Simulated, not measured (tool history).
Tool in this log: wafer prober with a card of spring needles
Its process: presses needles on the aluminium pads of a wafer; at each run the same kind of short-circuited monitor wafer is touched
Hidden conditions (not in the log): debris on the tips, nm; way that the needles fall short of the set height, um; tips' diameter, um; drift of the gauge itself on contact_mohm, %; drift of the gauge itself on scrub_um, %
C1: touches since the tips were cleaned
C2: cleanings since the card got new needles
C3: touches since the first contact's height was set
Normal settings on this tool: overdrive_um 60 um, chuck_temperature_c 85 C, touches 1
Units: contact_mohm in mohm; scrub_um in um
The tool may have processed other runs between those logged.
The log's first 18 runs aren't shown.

At day 14.046: tips cleaned on abrasive film.
Run 19, day 14.396: usual settings but chuck_temperature_c 58 C, touches 2; C1 4482; C2 74; C3 54407. Result: contact_mohm 246 mohm, scrub_um 10.09 um.
At day 14.779: tips cleaned on abrasive film.
At day 14.871: gauge calibrated.
At day 15.546: tips cleaned on abrasive film.
Run 20, day 15.546: usual settings but chuck_temperature_c 58 C, touches 2; C1 0; C2 76; C3 68964. Result: contact_mohm 246 mohm, scrub_um 10.32 um.
At day 16.262: tips cleaned on abrasive film.
Run 21, day 16.671: usual settings but overdrive_um 43 um, chuck_temperature_c 71 C; C1 5228; C2 77; C3 83287. Result: contact_mohm 256 mohm, scrub_um 7.39 um.
At day 16.979: tips cleaned on abrasive film.
Run 22, day 17.483: usual settings but overdrive_um 43 um, chuck_temperature_c 71 C; C1 6412; C2 78; C3 93614. Result: contact_mohm 259 mohm, scrub_um 7.38 um.
At day 17.696: tips cleaned on abrasive film.
Run 23, day 18.233: usual settings but overdrive_um 43 um, chuck_temperature_c 71 C; C1 6887; C2 79; C3 103164. Result: contact_mohm 254 mohm, scrub_um 7.38 um.
At day 18.396: tips cleaned on abrasive film.
Run 24, day 18.783: usual settings but overdrive_um 46 um, chuck_temperature_c 47 C, touches 3; C1 4936; C2 80; C3 110109. Result: contact_mohm 247 mohm, scrub_um 7.89 um.
At day 19.108: tips cleaned on abrasive film.
Run 25, day 19.383: usual settings but overdrive_um 51 um, chuck_temperature_c 47 C, touches 2; C1 3501; C2 81; C3 117711. Result: contact_mohm 247 mohm, scrub_um 8.7 um.
At day 19.829: tips cleaned on abrasive film.
Run 26, day 20.275: usual settings but overdrive_um 51 um, chuck_temperature_c 47 C, touches 2; C1 5677; C2 82; C3 129064. Result: contact_mohm 248 mohm, scrub_um 8.69 um.
At day 20.571: tips cleaned on abrasive film.
Run 27, day 21.025: usual settings but overdrive_um 77 um, chuck_temperature_c 34 C, touches 2; C1 5790; C2 83; C3 138596. Result: contact_mohm 237 mohm, scrub_um 13.13 um.
At day 21.271: tips cleaned on abrasive film.
Run 28, day 21.858: usual settings but overdrive_um 77 um, chuck_temperature_c 34 C; C1 7490; C2 84; C3 149154. Result: contact_mohm 238 mohm, scrub_um 13.1 um.
At day 22.017: tips cleaned on abrasive film.
At day 22.708: tips cleaned on abrasive film.
Run 29, day 22.733: usual settings but overdrive_um 69 um, chuck_temperature_c 41 C; C1 342; C2 86; C3 160252. Result: contact_mohm 239 mohm, scrub_um 11.76 um.
At day 23.438: tips cleaned on abrasive film.
At day 23.767: height of the first contact set anew.
Run 30, day 23.767: usual settings but overdrive_um 69 um, chuck_temperature_c 41 C; C1 4020; C2 87; C3 0. Result: contact_mohm 238 mohm, scrub_um 11.75 um.
At day 24.242: tips cleaned on abrasive film.
Run 31, day 24.308: usual settings but overdrive_um 69 um, chuck_temperature_c 41 C; C1 864; C2 88; C3 6894. Result: contact_mohm 240 mohm, scrub_um 11.73 um.
At day 24.983: tips cleaned on abrasive film.
Run 32, day 25.412: usual settings but overdrive_um 56 um, chuck_temperature_c 118 C; C1 5470; C2 89; C3 20912. Result: contact_mohm 264 mohm, scrub_um 9.48 um.

Here are 3 independent what-if runs from the current tool condition. What would each one return?
At day 25.729: tips cleaned on abrasive film.
Run A, day 26.312: usual settings but overdrive_um 75 um, touches 3; C1 7443; C2 90; C3 32347. Result: contact_mohm ?, scrub_um ?.
At day 25.729: tips cleaned on abrasive film.
Run B, day 26.312: usual settings but overdrive_um 49 um, chuck_temperature_c 33 C; C1 7443; C2 90; C3 32347. Result: contact_mohm ?, scrub_um ?.
At day 25.729: tips cleaned on abrasive film.
Run C, day 26.312: usual settings but overdrive_um 75 um; C1 7443; C2 90; C3 32347. Result: contact_mohm ?, scrub_um ?.

run  contact_mohm  scrub_um
  A           251     12.69
  B           243      8.28
  C           251     12.67
Take away the tool's hidden state, keep each run's random variation, and the runs would have read:
run  contact_mohm  scrub_um
  A           250     12.92
  B           242      8.44
  C           251     12.91
